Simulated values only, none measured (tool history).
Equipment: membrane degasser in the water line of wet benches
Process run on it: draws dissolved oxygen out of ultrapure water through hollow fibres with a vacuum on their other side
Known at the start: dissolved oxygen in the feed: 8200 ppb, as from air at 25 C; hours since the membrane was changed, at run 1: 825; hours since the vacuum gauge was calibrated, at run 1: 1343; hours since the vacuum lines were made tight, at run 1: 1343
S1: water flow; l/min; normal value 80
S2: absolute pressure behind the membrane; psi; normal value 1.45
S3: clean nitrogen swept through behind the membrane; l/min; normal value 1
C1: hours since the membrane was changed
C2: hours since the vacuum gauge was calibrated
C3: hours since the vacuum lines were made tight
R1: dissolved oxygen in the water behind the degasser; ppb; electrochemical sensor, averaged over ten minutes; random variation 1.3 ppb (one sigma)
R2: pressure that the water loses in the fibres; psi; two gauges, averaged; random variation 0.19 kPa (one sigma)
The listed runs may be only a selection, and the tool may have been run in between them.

{"run": 1, "hour": 0.0, "S1": 80, "S2": 1.45, "S3": 1, "C1": 825, "C2": 1343, "C3": 1343, "R1": 852.8, "R2": 5.546}
{"run": 2, "hour": 58.2, "S1": 80, "S2": 1.45, "S3": 1, "C1": 883, "C2": 1402, "C3": 1402, "R1": 855.1, "R2": 5.575}
{"run": 3, "hour": 97.2, "S1": 80, "S2": 1.45, "S3": 1, "C1": 922, "C2": 1441, "C3": 1441, "R1": 853.2, "R2": 5.555}
{"run": 4, "hour": 166.3, "S1": 80, "S2": 1.45, "S3": 1.7, "C1": 991, "C2": 1510, "C3": 1510, "R1": 594.6, "R2": 5.597}
{"run": 5, "hour": 220.1, "S1": 80, "S2": 1.45, "S3": 1, "C1": 1045, "C2": 1563, "C3": 1563, "R1": 854.2, "R2": 5.616}
{"run": 6, "hour": 274.7, "S1": 80, "S2": 1.45, "S3": 1.49, "C1": 1099, "C2": 1618, "C3": 1618, "R1": 652.8, "R2": 5.553}
{"run": 7, "hour": 366.7, "S1": 80, "S2": 1.45, "S3": 1.49, "C1": 1191, "C2": 1710, "C3": 1710, "R1": 655.7, "R2": 5.535}
{"run": 8, "hour": 408.7, "S1": 51, "S2": 1.45, "S3": 1.49, "C1": 1233, "C2": 1752, "C3": 1752, "R1": 463.4, "R2": 3.584}
{"run": 9, "hour": 482.9, "S1": 51, "S2": 1.45, "S3": 1.49, "C1": 1308, "C2": 1826, "C3": 1826, "R1": 464.2, "R2": 3.559}
{"run": 10, "hour": 534.6, "S1": 51, "S2": 1.45, "S3": 1.49, "C1": 1359, "C2": 1878, "C3": 1878, "R1": 465.1, "R2": 3.522}
{"run": 11, "hour": 620.1, "S1": 80, "S2": 2.39, "S3": 1, "C1": 1445, "C2": 1963, "C3": 1963, "R1": 1548, "R2": 5.613}
{"run": 12, "hour": 686.4, "S1": 80, "S2": 2.39, "S3": 1, "C1": 1511, "C2": 2030, "C3": 2030, "R1": 1553.5, "R2": 5.619}
{"run": 13, "hour": 764.0, "S1": 80, "S2": 2.39, "S3": 1, "C1": 1589, "C2": 2107, "C3": 2107, "R1": 1551.5, "R2": 5.604}
{"run": 14, "hour": 849.5, "S1": 80, "S2": 2.39, "S3": 1, "C1": 1674, "C2": 2193, "C3": 2193, "R1": 1553.8, "R2": 5.578}
{"run": 15, "hour": 909.1, "S1": 80, "S2": 1.45, "S3": 1, "C1": 1734, "C2": 2253, "C3": 2253, "R1": 856.6, "R2": 5.62}
{"run": 16, "hour": 1002.2, "S1": 80, "S2": 1.45, "S3": 2.87, "C1": 1827, "C2": 2346, "C3": 2346, "R1": 397.9, "R2": 5.616}
{"run": 17, "hour": 1064.8, "S1": 66, "S2": 1.45, "S3": 2.55, "C1": 1889, "C2": 2408, "C3": 2408, "R1": 372.7, "R2": 4.598}
{"run": 18, "hour": 1131.8, "S1": 69, "S2": 1.15, "S3": 2.55, "C1": 1956, "C2": 2475, "C3": 2475, "R1": 274.2, "R2": 4.872}
{"run": 19, "hour": 1209.4, "S1": 69, "S2": 1.15, "S3": 2.55, "C1": 2034, "C2": 2553, "C3": 2553, "R1": 274.3, "R2": 4.853}
{"run": 20, "hour": 1263.7, "S1": 69, "S2": 2.58, "S3": 2.55, "C1": 2088, "C2": 2607, "C3": 2607, "R1": 786.9, "R2": 4.849}
{"run": 21, "hour": 1307.7, "S1": 80, "S2": 1.17, "S3": 1.48, "C1": 2132, "C2": 2651, "C3": 2651, "R1": 490.7, "R2": 5.614}
{"run": 22, "hour": 1383.1, "S1": 124, "S2": 2.36, "S3": 0.6, "C1": 2208, "C2": 2727, "C3": 2727, "R1": 2508.4, "R2": 8.681}
{"run": 23, "hour": 1441.4, "S1": 124, "S2": 2.36, "S3": 0.6, "C1": 2266, "C2": 2785, "C3": 2785, "R1": 2514.8, "R2": 8.744}
{"run": 24, "hour": 1524.2, "S1": 49, "S2": 1.86, "S3": 0.6, "C1": 2349, "C2": 2868, "C3": 2868, "R1": 1188.1, "R2": 3.464}
{"run": 25, "hour": 1567.3, "S1": 49, "S2": 1.86, "S3": 0.6, "C1": 2392, "C2": 2911, "C3": 2911, "R1": 1185.3, "R2": 3.466}
{"run": 26, "hour": 1623.0, "S1": 113, "S2": 1.45, "S3": 0.99, "C1": 2448, "C2": 2966, "C3": 2966, "R1": 1079.4, "R2": 7.961}
{"run": 27, "hour": 1704.6, "S1": 113, "S2": 1.45, "S3": 0.99, "C1": 2529, "C2": 3048, "C3": 3048, "R1": 1077, "R2": 8.05}
{"run": 28, "hour": 1750.6, "S1": 112, "S2": 2.77, "S3": 1, "C1": 2575, "C2": 3094, "C3": 3094, "R1": 2191.6, "R2": 7.906}
{"run": 29, "hour": 1810.4, "S1": 92, "S2": 2, "S3": 0.68, "C1": 2635, "C2": 3154, "C3": 3154, "R1": 1723.4, "R2": 6.535}
{"run": 30, "hour": 1883.2, "S1": 92, "S2": 2, "S3": 0.68, "C1": 2708, "C2": 3227, "C3": 3227, "R1": 1723.1, "R2": 6.515}
{"run": 31, "hour": 1947.4, "S1": 114, "S2": 1.45, "S3": 0.46, "C1": 2772, "C2": 3291, "C3": 3291, "R1": 1556.2, "R2": 8.021}

What if the next run were any one of these 5? Each begins from the tool's condition after run 31:
{"run": "A", "hour": 1989.6, "S1": 80, "S2": 1.45, "S3": 0.46, "C1": 2814, "C2": 3333, "C3": 3333, "R1": "?", "R2": "?"}
{"run": "B", "hour": 1989.6, "S1": 80, "S2": 1.45, "S3": 0.72, "C1": 2814, "C2": 3333, "C3": 3333, "R1": "?", "R2": "?"}
{"run": "C", "hour": 1989.6, "S1": 114, "S2": 3.06, "S3": 2.49, "C1": 2814, "C2": 3333, "C3": 3333, "R1": "?", "R2": "?"}
{"run": "D", "hour": 1989.6, "S1": 114, "S2": 1.45, "S3": 0.83, "C1": 2814, "C2": 3333, "C3": 3333, "R1": "?", "R2": "?"}
{"run": "E", "hour": 1989.6, "S1": 114, "S2": 1.91, "S3": 0.43, "C1": 2814, "C2": 3333, "C3": 3333, "R1": "?", "R2": "?"}

run=A R1=1324.8 R2=5.68
run=B R1=1049.2 R2=5.685
run=C R1=1405.6 R2=8.16
run=D R1=1191.6 R2=8.071
run=E R1=2225.5 R2=8.082
Had the tool no hidden state, the same runs would have come out as:
run=A R1=1300.6 R2=5.522
run=B R1=1027.7 R2=5.527
run=C R1=1391.5 R2=7.932
run=D R1=1165.4 R2=7.845
run=E R1=2201.6 R2=7.857

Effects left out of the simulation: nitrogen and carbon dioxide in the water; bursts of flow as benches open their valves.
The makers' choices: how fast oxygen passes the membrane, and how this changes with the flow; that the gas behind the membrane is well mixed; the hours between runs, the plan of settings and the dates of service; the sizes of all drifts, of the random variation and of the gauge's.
